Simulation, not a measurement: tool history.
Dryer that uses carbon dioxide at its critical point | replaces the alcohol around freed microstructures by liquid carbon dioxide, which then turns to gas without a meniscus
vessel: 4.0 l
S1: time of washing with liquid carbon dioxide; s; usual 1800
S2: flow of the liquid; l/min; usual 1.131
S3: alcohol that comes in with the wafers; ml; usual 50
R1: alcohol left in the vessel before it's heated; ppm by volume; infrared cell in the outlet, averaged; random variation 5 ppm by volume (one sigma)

{"run": 1, "hour": 0.0, "S1": 1800, "S2": 1.131, "S3": 50, "R1": 84}
{"run": 2, "hour": 18.9, "S1": 1800, "S2": 1.131, "S3": 50, "R1": 80}
{"run": 3, "hour": 28.4, "S1": 1800, "S2": 1.131, "S3": 50, "R1": 82}
{"run": 4, "hour": 43.0, "S1": 1800, "S2": 1.131, "S3": 50, "R1": 80}
{"run": 5, "hour": 55.2, "S1": 1800, "S2": 1.131, "S3": 50, "R1": 93}
{"run": 6, "hour": 68.2, "S1": 1800, "S2": 1.4, "S3": 50, "R1": 78}
{"run": 7, "hour": 86.6, "S1": 1800, "S2": 1.131, "S3": 50, "R1": 105}
{"run": 8, "hour": 105.2, "S1": 1800, "S2": 1.131, "S3": 24, "R1": 88}
{"run": 9, "hour": 119.1, "S1": 1800, "S2": 1.131, "S3": 36, "R1": 94}
{"run": 10, "hour": 140.5, "S1": 1800, "S2": 1.131, "S3": 50, "R1": 96}
{"run": 11, "hour": 150.6, "S1": 1800, "S2": 1.46, "S3": 50, "R1": 89}
{"run": 12, "hour": 166.5, "S1": 1800, "S2": 1.13, "S3": 50, "R1": 109}
{"run": 13, "hour": 181.2, "S1": 1800, "S2": 1.13, "S3": 50, "R1": 111}
{"run": 14, "hour": 196.5, "S1": 1980, "S2": 1.13, "S3": 50, "R1": 101}
{"run": 15, "hour": 218.3, "S1": 1980, "S2": 1.44, "S3": 50, "R1": 106}
{"run": 16, "hour": 230.2, "S1": 1980, "S2": 1.44, "S3": 50, "R1": 92}
{"run": 17, "hour": 244.5, "S1": 1980, "S2": 1.44, "S3": 50, "R1": 93}
{"hour": 256.0, "done": "inlet filter changed"}
{"run": 18, "hour": 262.7, "S1": 1980, "S2": 1.44, "S3": 50, "R1": 99}
{"run": 19, "hour": 280.1, "S1": 1980, "S2": 1.44, "S3": 50, "R1": 100}
{"run": 20, "hour": 294.3, "S1": 1800, "S2": 1.131, "S3": 50, "R1": 112}
{"run": 21, "hour": 303.6, "S1": 1800, "S2": 1.31, "S3": 49, "R1": 117}
{"run": 22, "hour": 324.4, "S1": 1260, "S2": 1.31, "S3": 87, "R1": 199}
{"run": 23, "hour": 342.7, "S1": 1260, "S2": 1.31, "S3": 87, "R1": 202}
{"run": 24, "hour": 363.6, "S1": 1800, "S2": 1.69, "S3": 94, "R1": 105}

Run 25 comes next. What will it give?
{"run": 25, "hour": 378.4, "S1": 1800, "S2": 1.69, "S3": 94, "R1": "?"}

R1: 117 ppm by volume
Without the tool's hidden state the same run would have given R1 8 ppm by volume.
